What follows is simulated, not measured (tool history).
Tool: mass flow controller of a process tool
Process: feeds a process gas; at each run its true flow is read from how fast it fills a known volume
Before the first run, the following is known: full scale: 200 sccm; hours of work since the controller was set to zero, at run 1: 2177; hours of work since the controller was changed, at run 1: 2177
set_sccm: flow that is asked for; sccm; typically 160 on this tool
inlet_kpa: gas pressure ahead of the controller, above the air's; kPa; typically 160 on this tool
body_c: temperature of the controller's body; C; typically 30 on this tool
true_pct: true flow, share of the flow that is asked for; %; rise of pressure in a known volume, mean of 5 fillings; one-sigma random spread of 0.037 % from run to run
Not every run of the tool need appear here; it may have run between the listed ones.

| run | hour | set_sccm | inlet_kpa | body_c | hours of work since the controller was set to zero | hours of work since the controller was changed | true_pct |
|---|---|---|---|---|---|---|---|
| 1 | 0.0 | 160 | 160 | 30 | 2177 | 2177 | 100.24 |
| 2 | 137.4 | 44 | 160 | 30 | 2272 | 2272 | 99.04 |
| 3 | 271.7 | 44 | 160 | 30 | 2365 | 2365 | 99.04 |
| 4 | 408.4 | 44 | 160 | 30 | 2460 | 2460 | 99.03 |
| 5 | 540.2 | 160 | 160 | 35 | 2551 | 2551 | 100.51 |
| 6 | 667.7 | 160 | 168 | 30 | 2640 | 2640 | 100.27 |
| 7 | 731.5 | 160 | 168 | 30 | 2684 | 2684 | 100.26 |
| 8 | 813.8 | 160 | 168 | 30 | 2741 | 2741 | 100.28 |
| 9 | 906.1 | 160 | 168 | 30 | 2805 | 2805 | 100.24 |
| 10 | 974.3 | 53 | 160 | 30 | 2852 | 2852 | 99.11 |
| 11 | 1045.2 | 36 | 160 | 30 | 2901 | 2901 | 98.55 |
| 12 | 1148.2 | 36 | 160 | 30 | 2973 | 2973 | 98.54 |
| 13 | 1244.8 | 36 | 160 | 30 | 3040 | 3040 | 98.52 |
| 14 | 1332.9 | 36 | 160 | 30 | 3101 | 3101 | 98.48 |
| 15 | 1428.3 | 36 | 178 | 29 | 3167 | 3167 | 98.58 |
| 16 | 1510.3 | 36 | 178 | 29 | 3224 | 3224 | 98.57 |
| 17 | 1624.3 | 89 | 183 | 39 | 3303 | 3303 | 100.27 |
| 18 | 1747.4 | 160 | 160 | 30 | 3388 | 3388 | 100.26 |
| 19 | 1878.7 | 160 | 160 | 30 | 3479 | 3479 | 100.26 |
| 20 | 1998.5 | 54 | 279 | 25 | 3562 | 3562 | 99.35 |
| 21 | 2076.8 | 168 | 141 | 25 | 3616 | 3616 | 99.84 |
| 22 | 2144.9 | 168 | 186 | 31 | 3663 | 3663 | 100.43 |
| 23 | 2226.2 | 168 | 186 | 31 | 3720 | 3720 | 100.53 |
| 24 | 2322.9 | 168 | 186 | 31 | 3787 | 3787 | 100.42 |
| 25 | 2381.6 | 168 | 186 | 31 | 3827 | 3827 | 100.52 |

Each row is a separate what-if for the run after 25, all from the same tool condition, not one after another. Results?
| A | 2483.5 | 39 | 273 | 31 | 3898 | 3898 | ? |
| B | 2483.5 | 39 | 190 | 31 | 3898 | 3898 | ? |
| C | 2483.5 | 168 | 205 | 29 | 3898 | 3898 | ? |
| D | 2483.5 | 104 | 186 | 31 | 3898 | 3898 | ? |
| E | 2483.5 | 160 | 160 | 23 | 3898 | 3898 | ? |

| run | true_pct |
|---|---|
| A | 99.11 |
| B | 98.63 |
| C | 100.47 |
| D | 100.02 |
| E | 99.91 |
What these runs would have given with no unlogged condition in the tool:
| run | true_pct |
|---|---|
| A | 100.11 |
| B | 99.63 |
| C | 100.13 |
| D | 99.92 |
| E | 99.58 |

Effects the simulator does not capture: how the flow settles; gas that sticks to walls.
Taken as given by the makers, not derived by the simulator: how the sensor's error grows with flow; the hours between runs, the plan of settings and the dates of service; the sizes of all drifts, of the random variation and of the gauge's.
